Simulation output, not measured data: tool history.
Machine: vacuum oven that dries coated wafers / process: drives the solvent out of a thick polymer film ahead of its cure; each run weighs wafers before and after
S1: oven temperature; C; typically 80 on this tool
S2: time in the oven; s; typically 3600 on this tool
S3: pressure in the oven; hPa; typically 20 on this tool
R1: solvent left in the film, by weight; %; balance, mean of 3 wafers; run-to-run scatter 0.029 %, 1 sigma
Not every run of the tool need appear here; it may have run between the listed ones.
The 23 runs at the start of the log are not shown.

run 24 hour=904.6 | S1=80 S2=3600 S3=13.8 | R1=1.61
run 25 hour=955.7 | S1=91 S2=2340 S3=16 | R1=1.19
run 26 hour=993 | S1=89 S2=4080 S3=43.8 | R1=1.3
run 27 hour=1050.1 | S1=83 S2=3600 S3=25.3 | R1=1.5
run 28 hour=1090 | S1=83 S2=5520 S3=66.1 | R1=2.34
run 29 hour=1146 | S1=79 S2=3720 S3=43.6 | R1=2.77
run 30 hour=1181.2 | S1=79 S2=3720 S3=43.6 | R1=2.78
run 31 hour=1220.6 | S1=79 S2=5220 S3=14.3 | R1=0.96
run 32 hour=1266.3 | S1=80 S2=4620 S3=39 | R1=1.91
run 33 hour=1296.9 | S1=80 S2=3120 S3=20 | R1=2.3
-- hour=1318.4 oven's thermocouples calibrated
run 34 hour=1336.6 | S1=90 S2=3180 S3=49.5 | R1=1.56
run 35 hour=1380.4 | S1=90 S2=3180 S3=49.5 | R1=1.6
run 36 hour=1415.1 | S1=73 S2=3180 S3=20.3 | R1=4.1
run 37 hour=1447.5 | S1=79 S2=2400 S3=20.3 | R1=3.78
run 38 hour=1503.7 | S1=69 S2=3180 S3=49.5 | R1=6.92
run 39 hour=1528.4 | S1=77 S2=5280 S3=49.5 | R1=2.61
run 40 hour=1552.5 | S1=83 S2=1860 S3=37.2 | R1=4.44
run 41 hour=1603.2 | S1=83 S2=3060 S3=37.2 | R1=2.34
run 42 hour=1634.2 | S1=83 S2=3060 S3=37.2 | R1=2.28
run 43 hour=1685.7 | S1=80 S2=2220 S3=20 | R1=3.88
run 44 hour=1714.6 | S1=80 S2=4260 S3=20 | R1=1.38

Consider 5 possible next runs. They are alternatives, not a sequence: every one starts from the tool as it was left by run 44. What does each give?
run A hour=1739.7 | S1=71 S2=3600 S3=64.4 | R1=?
run B hour=1739.7 | S1=69 S2=2760 S3=43 | R1=?
run C hour=1739.7 | S1=90 S2=2820 S3=13.9 | R1=?
run D hour=1739.7 | S1=65 S2=3660 S3=20 | R1=?
run E hour=1739.7 | S1=87 S2=2040 S3=20 | R1=?

run=A R1=6.24
run=B R1=7.5
run=C R1=0.84
run=D R1=6.11
run=E R1=2.47
With the hidden condition removed and each run's random variation left untouched, the same runs would have given:
run=A R1=6.23
run=B R1=7.5
run=C R1=0.84
run=D R1=6.11
run=E R1=2.47

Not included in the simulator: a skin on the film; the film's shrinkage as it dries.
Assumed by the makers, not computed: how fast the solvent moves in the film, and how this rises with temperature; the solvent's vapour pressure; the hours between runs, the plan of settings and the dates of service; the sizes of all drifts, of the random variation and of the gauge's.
